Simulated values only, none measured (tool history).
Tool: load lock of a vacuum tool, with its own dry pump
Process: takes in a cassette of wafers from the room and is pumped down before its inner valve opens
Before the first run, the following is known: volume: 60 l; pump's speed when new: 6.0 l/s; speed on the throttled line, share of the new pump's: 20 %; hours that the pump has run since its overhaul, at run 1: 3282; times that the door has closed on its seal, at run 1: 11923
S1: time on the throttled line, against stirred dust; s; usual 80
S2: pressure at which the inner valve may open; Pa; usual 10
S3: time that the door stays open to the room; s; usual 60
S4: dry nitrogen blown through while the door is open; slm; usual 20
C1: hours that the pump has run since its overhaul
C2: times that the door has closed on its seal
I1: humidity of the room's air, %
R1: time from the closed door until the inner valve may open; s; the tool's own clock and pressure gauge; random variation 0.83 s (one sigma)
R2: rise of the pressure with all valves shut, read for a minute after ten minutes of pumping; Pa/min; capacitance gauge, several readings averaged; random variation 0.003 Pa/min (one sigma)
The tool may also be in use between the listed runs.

run    hour   S1  S2   S3  S4    C1     C2    I1     R1     R2
  1       0   80  10   60  20  3282  11923  42.2  160.1  0.045
  2    61.4   80  10   60  20  3344  11996  44.7  161.2   0.06
  3   138.1   80  10   60  20  3420  12089    43  158.2  0.053
  4   282.2   80  10   60  20  3565  12262    46    160   0.05
  5     365   80  10   60  20  3647  12361  44.3  160.1  0.055
  6   501.6   80  10   60  20  3784  12525  49.4  159.5  0.056
  7     570   80  10   60  20  3852  12608  39.5  161.1  0.054
  8   670.3   80  10   60  20  3953  12728  44.2  159.8  0.054
  9   786.5   80  10   60  20  4069  12868  44.3  160.1  0.057
 10   908.2   80  10   60  20  4191  13014  43.8  158.6  0.055
 11   998.3   80  10   60  20  4281  13122  41.8  159.5  0.055
 12  1057.7   80  10   60  20  4340  13194  45.8  159.5  0.057
 13    1160   80  14   60  20  4442  13317  41.5  156.1  0.059
 14  1274.1   80  13   33  20  4556  13454  45.7  157.2  0.055
 15  1338.3   49  13  120  27  4621  13531  45.4  132.6  0.061
 16  1446.7   49  13  120  27  4729  13662    48  133.8  0.058
 17  1565.8  113  10   60  39  4848  13805  45.7  185.4   0.05
 18  1675.6   83   8  190  13  4958  13937  42.4  165.5   0.07
 19  1751.2   80  10  225  25  5034  14028  45.7    162  0.062
 20  1837.6   90  13   60  20  5120  14131  44.5  164.3  0.058
 21  1901.9   80  10   60  15  5184  14209  45.8  159.7  0.069
 22  2042.4   80  10   60  15  5325  14378    46  159.5  0.063
 23  2111.4   80  10  237  20  5394  14461  39.6  160.3  0.065
 24  2173.1   80  10  237  20  5455  14535    44    161  0.063
 25  2306.3   80  10  237  20  5589  14695  42.4  160.1  0.069
 26  2411.1   80  10  237  20  5693  14821  42.3  160.3   0.07

What if the next run were any one of these 5? Each begins from the tool's condition after run 26:
  A  2476.3  143  10  184  17  5759  14899  41.7   ?   ?
  B  2476.3   43  16   76  20  5759  14899  42.3   ?   ?
  C  2476.3   80  10   60  19  5759  14899  45.9   ?   ?
  D  2476.3  108  10  237  16  5759  14899  46.2   ?   ?
  E  2476.3   80  10   57  20  5759  14899    45   ?   ?

run     R1     R2
  A  212.2  0.071
  B    125  0.064
  C  159.5  0.059
  D    184  0.075
  E  160.5   0.07
The same runs, with their run-to-run variation unchanged, on a tool lacking any hidden condition would have given:
run     R1     R2
  A  209.1  0.022
  B  121.5  0.015
  C  155.8  0.011
  D  180.7  0.025
  E  156.8  0.022
